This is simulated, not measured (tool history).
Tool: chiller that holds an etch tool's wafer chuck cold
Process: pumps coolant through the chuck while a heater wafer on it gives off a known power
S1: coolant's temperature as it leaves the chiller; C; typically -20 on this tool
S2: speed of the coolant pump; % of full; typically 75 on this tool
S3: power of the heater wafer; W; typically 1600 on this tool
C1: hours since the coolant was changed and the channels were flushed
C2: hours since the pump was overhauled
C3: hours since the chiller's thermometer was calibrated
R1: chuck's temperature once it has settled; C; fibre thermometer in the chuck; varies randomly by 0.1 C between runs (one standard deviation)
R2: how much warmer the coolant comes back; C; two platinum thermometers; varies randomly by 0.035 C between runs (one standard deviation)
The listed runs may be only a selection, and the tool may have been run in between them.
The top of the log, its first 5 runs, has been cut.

| run | hour | S1 | S2 | S3 | C1 | C2 | C3 | R1 | R2 |
|---|---|---|---|---|---|---|---|---|---|
| 6 | 118.4 | -20 | 75 | 911 | 5401 | 1426 | 222 | -11.1 | 3.35 |
| 7 | 158.8 | -20 | 75 | 911 | 5441 | 1467 | 262 | -11.1 | 3.34 |
| 8 | 176.3 | -12 | 75 | 1600 | 5458 | 1484 | 280 | 3.4 | 5.75 |
| 9 | 209.2 | -20 | 75 | 1600 | 5491 | 1517 | 313 | -4.3 | 5.83 |
| 10 | 246.2 | -16 | 75 | 1600 | 5528 | 1554 | 350 | -0.5 | 5.85 |
| 11 | 277.3 | -16 | 75 | 1600 | 5560 | 1585 | 381 | -0.3 | 5.87 |
| 12 | 309.8 | -13 | 75 | 1600 | 5592 | 1618 | 413 | 2.6 | 5.91 |
|  | 336.2 | coolant changed, channels flushed |
| 13 | 346.1 | -13 | 75 | 1600 | 10 | 1648 | 444 | 2.5 | 5.89 |
|  | 349.7 | gauge calibrated |
| 14 | 375.0 | -20 | 75 | 1600 | 39 | 1677 | 472 | -4.4 | 5.70 |
| 15 | 395.8 | -20 | 75 | 1600 | 60 | 1698 | 493 | -4.4 | 5.75 |
| 16 | 433.5 | -20 | 75 | 1600 | 97 | 1736 | 531 | -4.4 | 5.74 |
| 17 | 468.3 | -20 | 75 | 1600 | 132 | 1770 | 566 | -4.4 | 5.87 |
| 18 | 506.0 | -28 | 85 | 1583 | 170 | 1808 | 603 | -13.7 | 5.14 |
| 19 | 533.8 | -28 | 85 | 1583 | 198 | 1836 | 631 | -13.6 | 5.13 |
| 20 | 559.0 | -13 | 75 | 2284 | 223 | 1861 | 656 | 9.4 | 8.28 |
| 21 | 590.6 | -20 | 75 | 1889 | 254 | 1893 | 688 | -1.5 | 6.86 |
| 22 | 608.3 | -11 | 84 | 2080 | 272 | 1910 | 706 | 7.9 | 6.81 |
| 23 | 632.5 | -16 | 81 | 1442 | 296 | 1935 | 730 | -2.7 | 5.00 |
| 24 | 668.1 | -12 | 91 | 2334 | 332 | 1970 | 765 | 8.3 | 7.12 |
| 25 | 701.9 | -12 | 92 | 1146 | 366 | 2004 | 799 | -2.1 | 3.64 |
| 26 | 725.0 | -13 | 92 | 979 | 389 | 2027 | 822 | -4.6 | 3.12 |
| 27 | 743.1 | -13 | 92 | 979 | 407 | 2045 | 841 | -4.5 | 3.16 |
| 28 | 770.7 | -13 | 92 | 816 | 434 | 2073 | 868 | -5.9 | 2.71 |
| 29 | 788.8 | -13 | 92 | 816 | 453 | 2091 | 886 | -6.0 | 2.75 |
| 30 | 816.1 | -13 | 92 | 816 | 480 | 2118 | 914 | -5.9 | 2.72 |

What does the tool deliver on the next run?
| 31 | 839.6 | -22 | 75 | 1600 | 503 | 2142 | 937 | ? | ? |

Run 31 came out at R1 -6.4 C, R2 6.02 C.
If the tool had no hidden condition, the same run with the same run-to-run variation would have returned R1 -6.4 C, R2 5.65 C.
